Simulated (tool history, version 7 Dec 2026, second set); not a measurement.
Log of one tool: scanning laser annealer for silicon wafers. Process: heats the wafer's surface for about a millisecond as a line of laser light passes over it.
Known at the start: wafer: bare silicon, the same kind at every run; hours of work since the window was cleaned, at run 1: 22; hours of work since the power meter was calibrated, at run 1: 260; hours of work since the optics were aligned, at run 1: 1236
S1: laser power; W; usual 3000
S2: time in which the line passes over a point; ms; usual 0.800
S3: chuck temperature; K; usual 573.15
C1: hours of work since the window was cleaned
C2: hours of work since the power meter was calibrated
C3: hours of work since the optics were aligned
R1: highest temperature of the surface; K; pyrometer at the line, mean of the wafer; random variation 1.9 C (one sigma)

run    hour    S1     S2      S3   C1   C2    C3       R1
  1     0.0  3000  0.800  573.15   22  260  1236  1382.15
  2    34.6  3000  0.800  573.15   37  276  1252  1383.15
  3   103.6  3000  0.800  573.15   68  307  1283  1382.15
  4   175.9  3000  0.800  573.15  101  339  1315  1379.15
  5   215.7  2760  0.800  573.15  119  357  1333  1317.15
  6   260.2  2760  0.800  573.15  139  377  1353  1318.15
  7   325.0  2760  0.800  573.15  168  406  1382  1314.15
  8   381.9  2760  0.800  573.15  193  431  1407  1314.15
  9   452.1  3000  0.800  573.15  225  463  1439  1372.15
 10   512.6  3000  0.595  573.15  252  490  1466  1256.15
 11   572.2  3000  0.595  573.15  278  517  1493  1255.15
 12   637.9  3000  0.800  573.15  308  546  1522  1368.15
 13   721.1  3000  0.800  573.15  345  583  1559  1369.15
 14   779.4  3000  0.800  573.15  371  609  1586  1368.15
 15   827.6  2919  0.660  593.15  393  631  1607  1292.15
 16   895.1  3000  0.879  566.15  423  661  1637  1396.15
 17   973.1  3000  0.879  566.15  458  696  1672  1397.15
 18  1014.2  2882  0.800  573.15  477  715  1691  1336.15
 19  1083.4  3101  0.800  571.15  508  746  1722  1385.15
 20  1138.6  3000  0.800  580.15  532  770  1746  1365.15
 21  1210.8  3000  0.604  540.15  565  803  1779  1217.15
 22  1281.0  3000  0.604  540.15  596  834  1810  1212.15
     1341.1  -- optics aligned, line set to its width
 23  1344.7  3000  0.999  572.15  622  861     2  1463.15
 24  1404.5  3000  0.999  572.15  649  887    28  1465.15
 25  1446.2  3254  0.951  603.15  668  906    47  1542.15
 26  1532.1  3000  0.812  573.15  706  945    86  1374.15
 27  1602.4  3000  0.812  573.15  738  976   117  1367.15

3 ways to go on from here, each from the tool as it stands after run 27. What would each give?
  A  1649.9  3000  0.702  573.15  759  997  138   ?
  B  1649.9  2819  0.731  594.15  759  997  138   ?
  C  1649.9  3000  0.812  606.15  759  997  138   ?

run       R1
  A  1307.15
  B  1303.15
  C  1402.15
Without the tool's hidden state the same runs would have given:
run       R1
  A  1340.15
  B  1335.15
  C  1438.15
